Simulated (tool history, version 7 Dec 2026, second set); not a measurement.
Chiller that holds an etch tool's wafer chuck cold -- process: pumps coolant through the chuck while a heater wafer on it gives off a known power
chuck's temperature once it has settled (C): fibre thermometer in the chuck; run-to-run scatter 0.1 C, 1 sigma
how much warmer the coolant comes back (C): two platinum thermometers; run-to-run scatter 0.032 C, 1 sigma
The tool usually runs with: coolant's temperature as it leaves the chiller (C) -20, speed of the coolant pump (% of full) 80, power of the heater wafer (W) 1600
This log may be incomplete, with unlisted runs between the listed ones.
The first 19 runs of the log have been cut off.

run	day	coolant's temperature as it leaves the chiller (C)	speed of the coolant pump (% of full)	power of the heater wafer (W)	chuck's temperature once it has settled (C)	how much warmer the coolant comes back (C)
20	104.612	-20	81	1600	1.4	4.07
21	111.742	-20	81	1600	1.8	4.06
22	117.683	-20	81	1600	1.9	3.99
23	121.812	-27	64	2086	6.3	6.73
24	126.662	-23	80	846	-11.3	2.17
25	132.042	-25	86	1600	-3.6	3.77
26	139.067	-25	86	1600	-3.6	3.81
27	146.121	-25	86	1464	-5.1	3.48
28	150.008	-25	86	1464	-5.2	3.53
29	156.888	-25	72	2059	6.3	5.92
30	161.892	-25	61	1586	2.0	5.44
31	166.333	-20	91	1006	-6.7	2.31

What if the next run were any one of these 5? Each begins from the tool's condition after run 31:
A	170.758	-20	65	1600	?	?
B	170.758	-23	89	911	?	?
C	170.758	-20	72	1006	?	?
D	170.758	-23	100	1467	?	?
E	170.758	-20	69	1006	?	?

run	chuck's temperature once it has settled (C)	how much warmer the coolant comes back (C)
A	6.3	5.19
B	-10.7	2.13
C	-4.5	2.93
D	-4.6	3.03
E	-4.2	3.05
With the hidden condition removed and each run's random variation left untouched, the same runs would have given:
run	chuck's temperature once it has settled (C)	how much warmer the coolant comes back (C)
A	2.0	4.69
B	-12.7	1.92
C	-7.0	2.64
D	-7.6	2.74
E	-6.8	2.75
